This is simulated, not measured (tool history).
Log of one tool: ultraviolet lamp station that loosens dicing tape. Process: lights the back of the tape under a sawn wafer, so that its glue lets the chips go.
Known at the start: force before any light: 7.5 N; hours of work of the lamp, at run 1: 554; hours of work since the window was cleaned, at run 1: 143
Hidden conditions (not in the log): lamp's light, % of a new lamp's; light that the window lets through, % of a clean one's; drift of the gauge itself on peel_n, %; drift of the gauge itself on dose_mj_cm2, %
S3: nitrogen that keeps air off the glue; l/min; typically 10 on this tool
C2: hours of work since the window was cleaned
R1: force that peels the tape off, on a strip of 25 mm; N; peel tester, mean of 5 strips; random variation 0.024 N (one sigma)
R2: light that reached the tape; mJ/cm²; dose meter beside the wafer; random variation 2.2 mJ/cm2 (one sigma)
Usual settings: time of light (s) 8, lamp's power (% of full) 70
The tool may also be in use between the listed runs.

{"run": 1, "day": 0.0, "time of light (s)": 8, "lamp's power (% of full)": 70, "S3": 10, "hours of work of the lamp": 554, "C2": 143, "R1": 1.175, "R2": 202}
{"run": 2, "day": 1.225, "time of light (s)": 8, "lamp's power (% of full)": 70, "S3": 10, "hours of work of the lamp": 569, "C2": 158, "R1": 1.169, "R2": 204}
{"run": 3, "day": 2.033, "time of light (s)": 8, "lamp's power (% of full)": 70, "S3": 10, "hours of work of the lamp": 578, "C2": 167, "R1": 1.162, "R2": 209}
{"run": 4, "day": 3.25, "time of light (s)": 8, "lamp's power (% of full)": 70, "S3": 10, "hours of work of the lamp": 593, "C2": 182, "R1": 1.157, "R2": 202}
{"run": 5, "day": 4.779, "time of light (s)": 8, "lamp's power (% of full)": 70, "S3": 10, "hours of work of the lamp": 611, "C2": 200, "R1": 1.149, "R2": 202}
{"run": 6, "day": 6.075, "time of light (s)": 8, "lamp's power (% of full)": 70, "S3": 10, "hours of work of the lamp": 627, "C2": 216, "R1": 1.16, "R2": 203}
{"run": 7, "day": 7.138, "time of light (s)": 8, "lamp's power (% of full)": 70, "S3": 10, "hours of work of the lamp": 640, "C2": 229, "R1": 1.121, "R2": 204}
{"run": 8, "day": 8.304, "time of light (s)": 8, "lamp's power (% of full)": 70, "S3": 10, "hours of work of the lamp": 654, "C2": 243, "R1": 1.166, "R2": 198}
{"run": 9, "day": 9.296, "time of light (s)": 6, "lamp's power (% of full)": 70, "S3": 10, "hours of work of the lamp": 666, "C2": 255, "R1": 1.791, "R2": 151}
{"run": 10, "day": 9.988, "time of light (s)": 8, "lamp's power (% of full)": 70, "S3": 10, "hours of work of the lamp": 674, "C2": 263, "R1": 1.167, "R2": 204}
{"run": 11, "day": 10.662, "time of light (s)": 8, "lamp's power (% of full)": 70, "S3": 10, "hours of work of the lamp": 682, "C2": 271, "R1": 1.211, "R2": 206}
{"run": 12, "day": 11.529, "time of light (s)": 8, "lamp's power (% of full)": 70, "S3": 10, "hours of work of the lamp": 693, "C2": 282, "R1": 1.168, "R2": 203}
{"run": 13, "day": 12.433, "time of light (s)": 8, "lamp's power (% of full)": 70, "S3": 17, "hours of work of the lamp": 704, "C2": 293, "R1": 0.899, "R2": 201}
{"run": 14, "day": 13.142, "time of light (s)": 8, "lamp's power (% of full)": 70, "S3": 17, "hours of work of the lamp": 712, "C2": 301, "R1": 0.871, "R2": 205}
{"day": 14.392, "done": "window cleaned of glue's vapour"}
{"run": 15, "day": 14.767, "time of light (s)": 8, "lamp's power (% of full)": 70, "S3": 17, "hours of work of the lamp": 731, "C2": 5, "R1": 0.876, "R2": 203}
{"run": 16, "day": 16.208, "time of light (s)": 8, "lamp's power (% of full)": 70, "S3": 10, "hours of work of the lamp": 749, "C2": 22, "R1": 1.174, "R2": 203}
{"run": 17, "day": 17.054, "time of light (s)": 8, "lamp's power (% of full)": 70, "S3": 10, "hours of work of the lamp": 759, "C2": 32, "R1": 1.167, "R2": 203}
{"run": 18, "day": 18.238, "time of light (s)": 8, "lamp's power (% of full)": 70, "S3": 10, "hours of work of the lamp": 773, "C2": 46, "R1": 1.164, "R2": 202}
{"run": 19, "day": 19.55, "time of light (s)": 8, "lamp's power (% of full)": 100, "S3": 10, "hours of work of the lamp": 789, "C2": 62, "R1": 0.581, "R2": 299}
{"run": 20, "day": 20.817, "time of light (s)": 8, "lamp's power (% of full)": 70, "S3": 10, "hours of work of the lamp": 804, "C2": 77, "R1": 1.169, "R2": 205}
{"run": 21, "day": 22.004, "time of light (s)": 8, "lamp's power (% of full)": 70, "S3": 10, "hours of work of the lamp": 819, "C2": 92, "R1": 1.171, "R2": 205}
{"run": 22, "day": 23.067, "time of light (s)": 9, "lamp's power (% of full)": 70, "S3": 10, "hours of work of the lamp": 831, "C2": 105, "R1": 0.958, "R2": 230}
{"run": 23, "day": 24.004, "time of light (s)": 8, "lamp's power (% of full)": 64, "S3": 10, "hours of work of the lamp": 843, "C2": 116, "R1": 1.333, "R2": 187}
{"run": 24, "day": 25.596, "time of light (s)": 4, "lamp's power (% of full)": 70, "S3": 5, "hours of work of the lamp": 862, "C2": 135, "R1": 3.438, "R2": 105}
{"run": 25, "day": 26.575, "time of light (s)": 11, "lamp's power (% of full)": 70, "S3": 17, "hours of work of the lamp": 874, "C2": 147, "R1": 0.487, "R2": 278}
{"run": 26, "day": 27.421, "time of light (s)": 11, "lamp's power (% of full)": 61, "S3": 12, "hours of work of the lamp": 884, "C2": 157, "R1": 0.779, "R2": 245}
{"run": 27, "day": 28.717, "time of light (s)": 6, "lamp's power (% of full)": 61, "S3": 8, "hours of work of the lamp": 900, "C2": 173, "R1": 2.418, "R2": 134}
{"run": 28, "day": 29.775, "time of light (s)": 11, "lamp's power (% of full)": 61, "S3": 6, "hours of work of the lamp": 912, "C2": 185, "R1": 1.09, "R2": 246}
{"run": 29, "day": 30.621, "time of light (s)": 7, "lamp's power (% of full)": 77, "S3": 6, "hours of work of the lamp": 922, "C2": 195, "R1": 1.61, "R2": 192}
{"run": 30, "day": 32.104, "time of light (s)": 14, "lamp's power (% of full)": 70, "S3": 7, "hours of work of the lamp": 940, "C2": 213, "R1": 0.502, "R2": 362}
{"run": 31, "day": 33.254, "time of light (s)": 13, "lamp's power (% of full)": 80, "S3": 9, "hours of work of the lamp": 954, "C2": 227, "R1": 0.387, "R2": 377}
{"run": 32, "day": 34.2, "time of light (s)": 9, "lamp's power (% of full)": 80, "S3": 13, "hours of work of the lamp": 966, "C2": 239, "R1": 0.629, "R2": 259}
{"run": 33, "day": 35.262, "time of light (s)": 9, "lamp's power (% of full)": 80, "S3": 13, "hours of work of the lamp": 978, "C2": 251, "R1": 0.637, "R2": 263}
{"run": 34, "day": 36.362, "time of light (s)": 14, "lamp's power (% of full)": 66, "S3": 5, "hours of work of the lamp": 992, "C2": 265, "R1": 0.681, "R2": 334}
{"run": 35, "day": 37.921, "time of light (s)": 14, "lamp's power (% of full)": 66, "S3": 16, "hours of work of the lamp": 1010, "C2": 283, "R1": 0.37, "R2": 343}
{"run": 36, "day": 39.067, "time of light (s)": 4, "lamp's power (% of full)": 78, "S3": 19, "hours of work of the lamp": 1024, "C2": 297, "R1": 2.066, "R2": 117}
{"run": 37, "day": 39.792, "time of light (s)": 15, "lamp's power (% of full)": 62, "S3": 10, "hours of work of the lamp": 1033, "C2": 306, "R1": 0.47, "R2": 338}
{"day": 40.729, "done": "window cleaned of glue's vapour"}
{"run": 38, "day": 40.771, "time of light (s)": 13, "lamp's power (% of full)": 65, "S3": 10, "hours of work of the lamp": 1044, "C2": 1, "R1": 0.538, "R2": 308}
{"run": 39, "day": 42.146, "time of light (s)": 8, "lamp's power (% of full)": 66, "S3": 10, "hours of work of the lamp": 1061, "C2": 17, "R1": 1.312, "R2": 191}
{"run": 40, "day": 42.983, "time of light (s)": 8, "lamp's power (% of full)": 70, "S3": 10, "hours of work of the lamp": 1071, "C2": 27, "R1": 1.206, "R2": 207}
{"run": 41, "day": 44.117, "time of light (s)": 8, "lamp's power (% of full)": 83, "S3": 6, "hours of work of the lamp": 1085, "C2": 41, "R1": 1.128, "R2": 241}
{"run": 42, "day": 45.604, "time of light (s)": 5, "lamp's power (% of full)": 84, "S3": 6, "hours of work of the lamp": 1103, "C2": 59, "R1": 2.253, "R2": 151}
{"run": 43, "day": 46.562, "time of light (s)": 5, "lamp's power (% of full)": 73, "S3": 6, "hours of work of the lamp": 1114, "C2": 70, "R1": 2.651, "R2": 134}

Alternative continuations, all from the tool just after run 43; predict every row:
{"run": "A", "day": 47.675, "time of light (s)": 5, "lamp's power (% of full)": 73, "S3": 9, "hours of work of the lamp": 1128, "C2": 84, "R1": "?", "R2": "?"}
{"run": "B", "day": 47.675, "time of light (s)": 9, "lamp's power (% of full)": 73, "S3": 6, "hours of work of the lamp": 1128, "C2": 84, "R1": "?", "R2": "?"}
{"run": "C", "day": 47.675, "time of light (s)": 4, "lamp's power (% of full)": 70, "S3": 14, "hours of work of the lamp": 1128, "C2": 84, "R1": "?", "R2": "?"}

run=A R1=2.183 R2=132
run=B R1=1.142 R2=239
run=C R1=2.573 R2=99
Take away the tool's hidden state, keep each run's random variation, and the runs would have read:
run=A R1=2.171 R2=133
run=B R1=1.133 R2=240
run=C R1=2.56 R2=99

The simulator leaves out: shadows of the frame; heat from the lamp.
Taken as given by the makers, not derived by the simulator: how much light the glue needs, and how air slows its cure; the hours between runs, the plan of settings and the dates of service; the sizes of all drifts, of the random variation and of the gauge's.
